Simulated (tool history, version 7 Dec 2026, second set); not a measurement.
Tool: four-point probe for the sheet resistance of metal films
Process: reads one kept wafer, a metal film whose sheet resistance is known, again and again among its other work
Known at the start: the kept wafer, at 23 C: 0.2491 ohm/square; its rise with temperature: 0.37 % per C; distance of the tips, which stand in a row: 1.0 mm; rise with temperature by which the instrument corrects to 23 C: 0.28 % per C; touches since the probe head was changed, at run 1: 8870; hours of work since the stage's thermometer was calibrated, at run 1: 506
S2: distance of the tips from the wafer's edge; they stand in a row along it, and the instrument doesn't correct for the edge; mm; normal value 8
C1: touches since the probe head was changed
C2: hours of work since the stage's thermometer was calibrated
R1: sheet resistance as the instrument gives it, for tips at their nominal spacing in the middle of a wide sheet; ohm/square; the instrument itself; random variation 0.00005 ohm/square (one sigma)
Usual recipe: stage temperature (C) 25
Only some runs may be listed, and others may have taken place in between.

run 1 day=0 | stage_temperature_(C)=25 S2=8 | C1=8870 C2=506 | R1=0.250471
run 2 day=0.342 | stage_temperature_(C)=34 S2=8 | C1=9103 C2=512 | R1=0.252433
run 3 day=0.983 | stage_temperature_(C)=34 S2=8 | C1=9536 C2=521 | R1=0.252506
run 4 day=1.467 | stage_temperature_(C)=18 S2=8 | C1=9862 C2=529 | R1=0.248845
run 5 day=1.925 | stage_temperature_(C)=25 S2=25 | C1=10172 C2=535 | R1=0.248502
run 6 day=2.425 | stage_temperature_(C)=25 S2=25 | C1=10509 C2=543 | R1=0.24854
run 7 day=2.692 | stage_temperature_(C)=25 S2=73 | C1=10691 C2=547 | R1=0.248321
run 8 day=3.158 | stage_temperature_(C)=32 S2=8 | C1=11007 C2=554 | R1=0.252119
run 9 day=3.558 | stage_temperature_(C)=34 S2=8 | C1=11277 C2=560 | R1=0.252388
run 10 day=3.892 | stage_temperature_(C)=25 S2=8 | C1=11502 C2=565 | R1=0.250541
run 11 day=4.154 | stage_temperature_(C)=29 S2=8 | C1=11679 C2=569 | R1=0.251266
run 12 day=4.721 | stage_temperature_(C)=29 S2=73 | C1=12064 C2=577 | R1=0.24919
run 13 day=5.317 | stage_temperature_(C)=29 S2=73 | C1=12465 C2=586 | R1=0.249209
run 14 day=5.758 | stage_temperature_(C)=25 S2=27 | C1=12763 C2=593 | R1=0.248473
run 15 day=6.154 | stage_temperature_(C)=25 S2=27 | C1=13031 C2=599 | R1=0.248526
run 16 day=6.692 | stage_temperature_(C)=21 S2=27 | C1=13396 C2=607 | R1=0.247578
run 17 day=7.121 | stage_temperature_(C)=22 S2=4 | C1=13687 C2=613 | R1=0.2557
run 18 day=7.454 | stage_temperature_(C)=22 S2=50 | C1=13912 C2=618 | R1=0.247621
run 19 day=7.883 | stage_temperature_(C)=22 S2=50 | C1=14201 C2=625 | R1=0.247585
run 20 day=8.417 | stage_temperature_(C)=25 S2=8 | C1=14562 C2=633 | R1=0.250359
run 21 day=8.979 | stage_temperature_(C)=25 S2=8 | C1=14942 C2=641 | R1=0.250293
run 22 day=9.3 | stage_temperature_(C)=22 S2=6 | C1=15159 C2=646 | R1=0.251216
run 23 day=9.75 | stage_temperature_(C)=22 S2=6 | C1=15464 C2=653 | R1=0.251206
run 24 day=10.079 | stage_temperature_(C)=22 S2=6 | C1=15685 C2=658 | R1=0.251173
run 25 day=10.7 | stage_temperature_(C)=25 S2=8 | C1=16106 C2=667 | R1=0.250372
run 26 day=11.038 | stage_temperature_(C)=34 S2=3 | C1=16336 C2=672 | R1=0.264281
run 27 day=11.488 | stage_temperature_(C)=34 S2=3 | C1=16638 C2=679 | R1=0.264211
run 28 day=11.8 | stage_temperature_(C)=34 S2=3 | C1=16850 C2=684 | R1=0.264201
run 29 day=12.125 | stage_temperature_(C)=34 S2=3 | C1=17069 C2=688 | R1=0.264194
run 30 day=12.571 | stage_temperature_(C)=18 S2=9 | C1=17371 C2=695 | R1=0.248235
run 31 day=13.05 | stage_temperature_(C)=18 S2=9 | C1=17694 C2=702 | R1=0.24824

Hidden state or all else? Some run-to-run changes of R1, split into what the settings, what came in and random variation would give without the hidden state, and what is left for the hidden state (with any gauge scatter that isn't in both results):
Unlogged tool condition in this case: inner tips' distance over the nominal, %; tips' flats over new ones', %; wafer's true temperature over the reading, C; drift of the gauge itself on sheet_ohm, %.
Run 16 -> 17: stage temperature (C) 21 -> 22, S2 27 -> 4. R1 +0.008122 ohm/square: hidden state -0.000046, all else +0.008168.
Run 25 -> 26: stage temperature (C) 25 -> 34, S2 8 -> 3. R1 +0.013909 ohm/square: hidden state -0.00007, all else +0.013979.
Run 29 -> 30: stage temperature (C) 34 -> 18, S2 3 -> 9. R1 -0.015959 ohm/square: hidden state +0.000064, all else -0.016023.
